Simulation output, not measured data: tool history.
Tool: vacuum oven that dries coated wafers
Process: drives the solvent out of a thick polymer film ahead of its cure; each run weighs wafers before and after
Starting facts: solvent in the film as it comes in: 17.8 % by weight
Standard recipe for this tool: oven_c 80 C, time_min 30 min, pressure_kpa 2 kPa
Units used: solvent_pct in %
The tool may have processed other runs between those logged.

run,day,oven_c,time_min,pressure_kpa,solvent_pct
1,0,80,30,2,3.88
2,0.842,80,30,2,3.8
3,1.696,80,30,1.7,3.62
4,2.542,80,30,4.52,6.17
5,3.375,65,30,4.52,13.05
6,3.792,80,24,2,4.74
7,4.238,81,30,2,3.71
8,4.675,81,30,2,3.71
9,5.312,81,30,2,3.62
10,5.862,81,30,2,3.68
11,6.65,81,30,2,3.67
12,7.229,73,30,7.44,11.97
13,7.617,66,30,2,10.06
14,8.117,89,16,3.61,4.43
15,8.729,75,51,3.61,5.91
16,9.525,80,52,5.13,5.72
17,10.05,80,52,2.6,3.23
18,10.871,91,20,1.53,1.9
19,11.688,72,20,3.29,10.3
20,12.233,94,25,2.46,1.65
21,12.829,80,47,4.7,5.38

Alternative continuations, all from the tool just after run 21; predict every row:
A,13.454,80,46,2.28,?
B,13.454,79,35,7.41,?
C,13.454,80,40,1.83,?
D,13.454,82,30,2,?

run,solvent_pct
A,3.21
B,8.9
C,3.01
D,3.48
Without the tool's unlogged condition, the same runs would have read:
run,solvent_pct
A,2.52
B,7.78
C,2.29
D,2.7
